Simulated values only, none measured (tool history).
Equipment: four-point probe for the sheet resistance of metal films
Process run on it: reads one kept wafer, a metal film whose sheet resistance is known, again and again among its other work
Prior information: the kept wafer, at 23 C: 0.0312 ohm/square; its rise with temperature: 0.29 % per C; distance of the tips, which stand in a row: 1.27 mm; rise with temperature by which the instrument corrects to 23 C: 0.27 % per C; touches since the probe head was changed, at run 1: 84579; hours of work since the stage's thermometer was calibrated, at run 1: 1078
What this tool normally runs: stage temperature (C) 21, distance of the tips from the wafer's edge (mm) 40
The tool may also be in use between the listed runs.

| run | hour | stage temperature (C) | distance of the tips from the wafer's edge (mm) | touches since the probe head was changed | hours of work since the stage's thermometer was calibrated | sheet resistance as the instrument gives it (ohm/square) |
|---|---|---|---|---|---|---|
| 1 | 0 | 21 | 40 | 84579 | 1078 | 0.031203 |
| 2 | 96.9 | 21 | 40 | 86661 | 1131 | 0.031209 |
| 3 | 151.7 | 21 | 5 | 87839 | 1162 | 0.032223 |
| 4 | 256.7 | 22 | 5 | 90095 | 1220 | 0.032243 |
| 5 | 352.5 | 22 | 5 | 92154 | 1273 | 0.032238 |
| 6 | 410.6 | 21 | 40 | 93402 | 1306 | 0.031208 |
| 7 | 508.6 | 21 | 40 | 95506 | 1360 | 0.031208 |
| 8 | 567.9 | 21 | 40 | 96781 | 1393 | 0.031206 |
| 9 | 638.6 | 30 | 40 | 98301 | 1432 | 0.03126 |
| 10 | 683.8 | 30 | 40 | 99271 | 1457 | 0.031236 |
| 11 | 788.4 | 30 | 40 | 101519 | 1515 | 0.031246 |
| 12 | 858.5 | 30 | 40 | 103026 | 1554 | 0.031239 |
| 13 | 920.2 | 34 | 40 | 104352 | 1588 | 0.031273 |
| 14 | 986.3 | 34 | 40 | 105771 | 1625 | 0.031272 |
| 15 | 1092.4 | 34 | 40 | 108051 | 1684 | 0.031254 |
| 16 | 1200.6 | 34 | 47 | 110377 | 1744 | 0.031261 |
| 17 | 1295.7 | 34 | 66 | 112419 | 1797 | 0.031253 |
| 18 | 1345 | 32 | 5 | 113478 | 1824 | 0.032297 |
| 19 | 1430.4 | 32 | 5 | 115313 | 1871 | 0.032299 |
| 20 | 1480.6 | 20 | 10 | 116392 | 1899 | 0.03145 |
| 21 | 1552.1 | 20 | 10 | 117928 | 1939 | 0.03146 |
| 22 | 1619.8 | 32 | 20 | 119383 | 1977 | 0.031301 |
| 23 | 1668.5 | 19 | 4 | 120430 | 2004 | 0.032772 |
| 24 | 1739.8 | 31 | 44 | 121960 | 2043 | 0.031248 |
| 25 | 1786.6 | 31 | 44 | 122967 | 2069 | 0.031248 |
| 26 | 1878.6 | 25 | 17 | 124945 | 2120 | 0.031293 |
| 27 | 1924.2 | 22 | 11 | 125924 | 2146 | 0.031418 |
| 28 | 1976.3 | 22 | 11 | 127042 | 2174 | 0.0314 |
| 29 | 2079.1 | 23 | 40 | 129253 | 2232 | 0.031218 |
| 30 | 2155.6 | 26 | 30 | 130895 | 2274 | 0.031242 |
| 31 | 2199.5 | 26 | 30 | 131838 | 2298 | 0.031227 |
| 32 | 2246.6 | 21 | 19 | 132850 | 2324 | 0.031269 |
| 33 | 2315.2 | 21 | 19 | 134325 | 2363 | 0.031264 |
| 34 | 2387.9 | 31 | 6 | 135886 | 2403 | 0.031967 |

Below are 3 alternative next runs, each starting from the tool's condition after run 34. Predict each:
| A | 2460.9 | 24 | 3 | 137456 | 2443 | ? |
| B | 2460.9 | 23 | 40 | 137456 | 2443 | ? |
| C | 2460.9 | 31 | 37 | 137456 | 2443 | ? |

| run | sheet resistance as the instrument gives it (ohm/square) |
|---|---|
| A | 0.033928 |
| B | 0.031214 |
| C | 0.03126 |
With no hidden state in the tool, these same runs would have given:
| run | sheet resistance as the instrument gives it (ohm/square) |
|---|---|
| A | 0.033935 |
| B | 0.031221 |
| C | 0.031267 |
